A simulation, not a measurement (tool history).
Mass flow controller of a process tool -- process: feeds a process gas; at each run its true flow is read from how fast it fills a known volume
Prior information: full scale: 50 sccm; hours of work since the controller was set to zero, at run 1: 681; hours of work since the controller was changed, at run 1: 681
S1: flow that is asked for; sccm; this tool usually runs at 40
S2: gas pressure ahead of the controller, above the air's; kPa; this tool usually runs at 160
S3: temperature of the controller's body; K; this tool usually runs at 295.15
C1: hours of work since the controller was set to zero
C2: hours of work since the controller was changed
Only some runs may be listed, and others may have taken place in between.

{"run": 1, "hour": 0.0, "S1": 40, "S2": 160, "S3": 295.15, "C1": 681, "C2": 681, "true flow (%)": 99.75}
{"run": 2, "hour": 78.3, "S1": 40, "S2": 160, "S3": 295.15, "C1": 708, "C2": 708, "true flow (%)": 99.78}
{"run": 3, "hour": 187.0, "S1": 40, "S2": 160, "S3": 295.15, "C1": 745, "C2": 745, "true flow (%)": 99.65}
{"run": 4, "hour": 243.9, "S1": 40, "S2": 160, "S3": 307.15, "C1": 765, "C2": 765, "true flow (%)": 101.21}
{"run": 5, "hour": 303.0, "S1": 40, "S2": 160, "S3": 307.15, "C1": 785, "C2": 785, "true flow (%)": 101.16}
{"run": 6, "hour": 405.7, "S1": 40, "S2": 160, "S3": 295.15, "C1": 820, "C2": 820, "true flow (%)": 99.81}
{"run": 7, "hour": 478.1, "S1": 40, "S2": 230, "S3": 295.15, "C1": 845, "C2": 845, "true flow (%)": 99.32}
{"run": 8, "hour": 566.0, "S1": 40, "S2": 230, "S3": 295.15, "C1": 875, "C2": 875, "true flow (%)": 99.39}
{"run": 9, "hour": 660.5, "S1": 40, "S2": 154, "S3": 295.15, "C1": 908, "C2": 908, "true flow (%)": 99.76}
{"run": 10, "hour": 762.4, "S1": 40, "S2": 154, "S3": 295.15, "C1": 942, "C2": 942, "true flow (%)": 99.71}
{"run": 11, "hour": 884.8, "S1": 40, "S2": 154, "S3": 295.15, "C1": 984, "C2": 984, "true flow (%)": 99.66}
{"run": 12, "hour": 986.5, "S1": 40, "S2": 154, "S3": 295.15, "C1": 1019, "C2": 1019, "true flow (%)": 99.82}
{"run": 13, "hour": 1100.0, "S1": 25, "S2": 186, "S3": 296.15, "C1": 1058, "C2": 1058, "true flow (%)": 99.73}
{"run": 14, "hour": 1197.2, "S1": 25, "S2": 186, "S3": 296.15, "C1": 1091, "C2": 1091, "true flow (%)": 99.56}
{"run": 15, "hour": 1257.0, "S1": 14, "S2": 259, "S3": 297.15, "C1": 1112, "C2": 1112, "true flow (%)": 99.41}
{"run": 16, "hour": 1390.5, "S1": 14, "S2": 259, "S3": 297.15, "C1": 1157, "C2": 1157, "true flow (%)": 99.5}
{"run": 17, "hour": 1512.1, "S1": 16, "S2": 160, "S3": 295.15, "C1": 1199, "C2": 1199, "true flow (%)": 99.56}
{"run": 18, "hour": 1579.3, "S1": 10, "S2": 160, "S3": 295.15, "C1": 1222, "C2": 1222, "true flow (%)": 99.5}
{"run": 19, "hour": 1674.6, "S1": 44, "S2": 160, "S3": 295.15, "C1": 1255, "C2": 1255, "true flow (%)": 99.76}
{"run": 20, "hour": 1799.4, "S1": 36, "S2": 160, "S3": 295.15, "C1": 1298, "C2": 1298, "true flow (%)": 99.77}
{"run": 21, "hour": 1868.9, "S1": 7, "S2": 242, "S3": 296.15, "C1": 1321, "C2": 1321, "true flow (%)": 99.2}
{"run": 22, "hour": 1962.7, "S1": 16, "S2": 172, "S3": 296.15, "C1": 1353, "C2": 1353, "true flow (%)": 99.68}
{"run": 23, "hour": 2070.8, "S1": 20, "S2": 207, "S3": 311.15, "C1": 1390, "C2": 1390, "true flow (%)": 101.35}

Predict each of these 5 candidate next runs independently; none follows another, all start after run 23:
{"run": "A", "hour": 2194.1, "S1": 8, "S2": 276, "S3": 309.15, "C1": 1433, "C2": 1433, "true flow (%)": "?"}
{"run": "B", "hour": 2194.1, "S1": 6, "S2": 207, "S3": 311.15, "C1": 1433, "C2": 1433, "true flow (%)": "?"}
{"run": "C", "hour": 2194.1, "S1": 35, "S2": 157, "S3": 295.15, "C1": 1433, "C2": 1433, "true flow (%)": "?"}
{"run": "D", "hour": 2194.1, "S1": 16, "S2": 173, "S3": 295.15, "C1": 1433, "C2": 1433, "true flow (%)": "?"}
{"run": "E", "hour": 2194.1, "S1": 42, "S2": 173, "S3": 309.15, "C1": 1433, "C2": 1433, "true flow (%)": "?"}

run=A true_flow_(%)=100.71
run=B true_flow_(%)=101.27
run=C true_flow_(%)=99.75
run=D true_flow_(%)=99.58
run=E true_flow_(%)=101.43
With the hidden condition removed and each run's random variation left untouched, the same runs would have given:
run=A true_flow_(%)=100.72
run=B true_flow_(%)=101.27
run=C true_flow_(%)=99.75
run=D true_flow_(%)=99.58
run=E true_flow_(%)=101.43
